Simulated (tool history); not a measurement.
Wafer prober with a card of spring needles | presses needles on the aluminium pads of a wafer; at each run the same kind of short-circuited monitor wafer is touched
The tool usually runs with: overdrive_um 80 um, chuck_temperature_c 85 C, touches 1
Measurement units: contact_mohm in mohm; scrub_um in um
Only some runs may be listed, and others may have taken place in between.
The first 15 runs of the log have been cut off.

Run 16, hour 128.1: usual settings but chuck_temperature_c 75 C. Result: contact_mohm 155 mohm, scrub_um 12.39 um.
At hour 132.6: tips cleaned on abrasive film.
Run 17, hour 139.9: usual settings but chuck_temperature_c 75 C. Result: contact_mohm 152 mohm, scrub_um 12.39 um.
At hour 141.4: gauge calibrated.
Run 18, hour 149.5: usual settings but overdrive_um 69 um, chuck_temperature_c 75 C, touches 2. Result: contact_mohm 153 mohm, scrub_um 10.45 um.
At hour 155.2: tips cleaned on abrasive film.
Run 19, hour 160.7: usual settings but overdrive_um 94 um, touches 2. Result: contact_mohm 154 mohm, scrub_um 14.24 um.
Run 20, hour 172.7: usual settings but overdrive_um 99 um, touches 2. Result: contact_mohm 153 mohm, scrub_um 15.13 um.
At hour 177.4: tips cleaned on abrasive film.
Run 21, hour 179.1: usual settings but chuck_temperature_c 93 C. Result: contact_mohm 155 mohm, scrub_um 12.21 um.
Run 22, hour 189.2: usual settings but overdrive_um 69 um, chuck_temperature_c 27 C, touches 3. Result: contact_mohm 146 mohm, scrub_um 10.56 um.
Run 23, hour 196.5: usual settings but overdrive_um 93 um, chuck_temperature_c 26 C, touches 2. Result: contact_mohm 141 mohm, scrub_um 14.22 um.
At hour 199.4: tips cleaned on abrasive film.
Run 24, hour 205.9: usual settings but overdrive_um 93 um, chuck_temperature_c 72 C, touches 2. Result: contact_mohm 151 mohm, scrub_um 14.2 um.
Run 25, hour 217.3: usual settings but overdrive_um 74 um, chuck_temperature_c 53 C. Result: contact_mohm 151 mohm, scrub_um 11.39 um.
At hour 221.8: tips cleaned on abrasive film.
Run 26, hour 226.8: usual settings but overdrive_um 74 um, chuck_temperature_c 53 C. Result: contact_mohm 149 mohm, scrub_um 11.4 um.
Run 27, hour 236.2: usual settings but overdrive_um 64 um, chuck_temperature_c 62 C. Result: contact_mohm 158 mohm, scrub_um 9.84 um.
At hour 239.8: gauge calibrated.
At hour 244.1: tips cleaned on abrasive film.
Run 28, hour 244.1: usual settings but chuck_temperature_c 35 C, touches 2. Result: contact_mohm 146 mohm, scrub_um 12.07 um.
Run 29, hour 255.8: usual settings but overdrive_um 91 um, chuck_temperature_c 52 C. Result: contact_mohm 150 mohm, scrub_um 13.84 um.
Run 30, hour 264.7: usual settings but overdrive_um 91 um, chuck_temperature_c 52 C. Result: contact_mohm 145 mohm, scrub_um 13.89 um.
At hour 265.8: tips cleaned on abrasive film.
Run 31, hour 269.8: usual settings but overdrive_um 91 um, chuck_temperature_c 52 C. Result: contact_mohm 148 mohm, scrub_um 13.91 um.
Run 32, hour 280.4: usual settings but overdrive_um 91 um, chuck_temperature_c 52 C. Result: contact_mohm 147 mohm, scrub_um 13.92 um.
At hour 287.9: tips cleaned on abrasive film.
Run 33, hour 291: usual settings but overdrive_um 90 um, chuck_temperature_c 28 C. Result: contact_mohm 146 mohm, scrub_um 13.8 um.

Branching from run 33: 3 alternative next runs. What would each branch give?
Run A, hour 301: usual settings but overdrive_um 93 um, chuck_temperature_c 80 C. Result: contact_mohm ?, scrub_um ?.
Run B, hour 301: usual settings but overdrive_um 90 um, chuck_temperature_c 28 C, touches 2. Result: contact_mohm ?, scrub_um ?.
Run C, hour 301: usual settings but overdrive_um 66 um, touches 2. Result: contact_mohm ?, scrub_um ?.

run  contact_mohm  scrub_um
  A           152     14.25
  B           143     13.77
  C           156     10.11
With no hidden state in the tool, these same runs would have given:
run  contact_mohm  scrub_um
  A           151     14.15
  B           143     13.67
  C           156     10.04
